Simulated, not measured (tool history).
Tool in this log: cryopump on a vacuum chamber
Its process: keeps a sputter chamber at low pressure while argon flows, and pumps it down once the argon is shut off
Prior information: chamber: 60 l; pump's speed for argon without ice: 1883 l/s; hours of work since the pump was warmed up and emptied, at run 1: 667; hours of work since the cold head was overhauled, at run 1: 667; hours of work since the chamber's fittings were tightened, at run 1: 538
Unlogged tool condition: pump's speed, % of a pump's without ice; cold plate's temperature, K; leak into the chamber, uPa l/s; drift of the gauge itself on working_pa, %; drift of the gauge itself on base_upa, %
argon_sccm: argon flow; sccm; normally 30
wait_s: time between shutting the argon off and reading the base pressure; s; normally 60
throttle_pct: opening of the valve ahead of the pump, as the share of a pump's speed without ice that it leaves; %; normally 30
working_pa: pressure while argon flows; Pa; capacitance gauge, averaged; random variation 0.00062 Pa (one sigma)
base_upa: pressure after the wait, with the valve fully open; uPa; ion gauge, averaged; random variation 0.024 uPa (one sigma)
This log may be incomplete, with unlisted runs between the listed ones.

run,hour,argon_sccm,wait_s,throttle_pct,hours of work since the pump was warmed up and emptied,hours of work since the cold head was overhauled,hours of work since the chamber's fittings were tightened,working_pa,base_upa
1,0,30,60,30,667,667,538,0.0965,1.33
2,62.2,30,33,30,703,703,575,0.0971,1.96
3,130.1,30,33,30,743,743,615,0.0983,2.05
4,178.2,30,60,30,771,771,643,0.0985,1.47
5,214.1,30,60,30,792,792,664,0.099,1.52
6,275,26,60,30,828,828,699,0.0846,1.5
7,337.3,30,60,27,864,864,736,0.1095,1.61
# hour 387.4: pump warmed up, emptied and cooled again
8,410,30,60,27,13,904,776,0.1002,1.34
9,461.2,22,60,30,43,934,806,0.066,1.46
10,498.2,29,207,26,65,956,827,0.1013,0.93
11,564.1,29,216,26,104,994,866,0.1012,0.96
12,632.4,29,216,26,144,1034,906,0.1018,1.05
13,660.9,29,216,26,160,1051,923,0.101,1
14,725.6,26,20,39,198,1089,961,0.0607,2.97
15,785.3,58,116,52,233,1124,996,0.1037,1.26
16,831.4,26,60,48,260,1151,1023,0.0513,1.58
17,893.6,26,60,48,297,1187,1059,0.0517,1.57

Alternative continuations, all from the tool just after run 17; predict every row:
A,930.1,36,60,48,318,1209,1080,?,?
B,930.1,38,35,48,318,1209,1080,?,?
C,930.1,19,126,16,318,1209,1080,?,?

run,working_pa,base_upa
A,0.0715,1.65
B,0.0744,2.15
C,0.108,1.32
The same runs, with their run-to-run variation unchanged, on a tool lacking any hidden condition would have given:
run,working_pa,base_upa
A,0.0677,0.84
B,0.0705,1.34
C,0.1061,0.5
